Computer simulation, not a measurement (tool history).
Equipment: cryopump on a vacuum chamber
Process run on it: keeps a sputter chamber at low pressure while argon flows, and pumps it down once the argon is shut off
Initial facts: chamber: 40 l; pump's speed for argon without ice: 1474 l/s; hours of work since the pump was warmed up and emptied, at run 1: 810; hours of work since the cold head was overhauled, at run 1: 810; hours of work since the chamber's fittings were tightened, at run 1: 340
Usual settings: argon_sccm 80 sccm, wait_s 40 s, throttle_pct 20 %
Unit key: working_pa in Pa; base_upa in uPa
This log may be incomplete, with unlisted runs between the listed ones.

| run | hour | argon_sccm | wait_s | throttle_pct | hours of work since the pump was warmed up and emptied | hours of work since the cold head was overhauled | hours of work since the chamber's fittings were tightened | working_pa | base_upa |
|---|---|---|---|---|---|---|---|---|---|
| 1 | 0 | 80 | 40 | 20 | 810 | 810 | 340 | 0.4791 | 1.33 |
| 2 | 32.4 | 80 | 40 | 20 | 833 | 833 | 364 | 0.4781 | 1.36 |
| 3 | 46.5 | 74 | 40 | 20 | 844 | 844 | 375 | 0.4403 | 1.41 |
| 4 | 81.1 | 80 | 40 | 20 | 869 | 869 | 400 | 0.4817 | 1.41 |
| 5 | 107.5 | 80 | 40 | 20 | 889 | 889 | 419 | 0.4841 | 1.42 |
| 6 | 125.4 | 80 | 40 | 20 | 902 | 902 | 433 | 0.4835 | 1.49 |
| 7 | 157.8 | 80 | 40 | 20 | 926 | 926 | 456 | 0.4839 | 1.51 |
| 8 | 171.8 | 80 | 40 | 20 | 936 | 936 | 467 | 0.4829 | 1.51 |
| 9 | 200.4 | 80 | 40 | 20 | 957 | 957 | 488 | 0.484 | 1.56 |
| 10 | 215.3 | 80 | 40 | 20 | 968 | 968 | 499 | 0.4885 | 1.52 |
| 11 | 238.7 | 80 | 40 | 20 | 985 | 985 | 516 | 0.4835 | 1.57 |
| 12 | 253.5 | 65 | 21 | 20 | 996 | 996 | 527 | 0.3944 | 2.21 |
| 13 | 277 | 35 | 167 | 31 | 1013 | 1013 | 544 | 0.141 | 1.03 |
| 14 | 309.1 | 35 | 167 | 31 | 1037 | 1037 | 568 | 0.1413 | 1.08 |
| 15 | 341 | 35 | 167 | 31 | 1060 | 1060 | 591 | 0.143 | 1.09 |
| 16 | 364.5 | 35 | 167 | 17 | 1078 | 1078 | 608 | 0.2488 | 1.1 |
| 17 | 387.4 | 140 | 63 | 30 | 1094 | 1094 | 625 | 0.5918 | 1.49 |
|  | 410.7 | pump warmed up, emptied and cooled again |
| 18 | 421.8 | 140 | 63 | 30 | 8 | 1116 | 647 | 0.5354 | 1.22 |
| 19 | 440.7 | 65 | 63 | 58 | 22 | 1130 | 661 | 0.1302 | 1.26 |
| 20 | 456.3 | 56 | 40 | 20 | 34 | 1141 | 672 | 0.3246 | 1.53 |
| 21 | 485.4 | 80 | 40 | 20 | 55 | 1163 | 693 | 0.4626 | 1.56 |

3 options for the next run, each taken on its own from the tool as it stands now. Forecast them:
| A | 517.2 | 34 | 233 | 41 | 78 | 1186 | 717 | ? | ? |
| B | 517.2 | 34 | 40 | 20 | 78 | 1186 | 717 | ? | ? |
| C | 517.2 | 118 | 25 | 35 | 78 | 1186 | 717 | ? | ? |

| run | working_pa | base_upa |
|---|---|---|
| A | 0.0969 | 0.98 |
| B | 0.1949 | 1.63 |
| C | 0.3912 | 1.98 |
With no hidden state in the tool, these same runs would have given:
| run | working_pa | base_upa |
|---|---|---|
| A | 0.0958 | 0.36 |
| B | 0.1938 | 1 |
| C | 0.3874 | 1.38 |
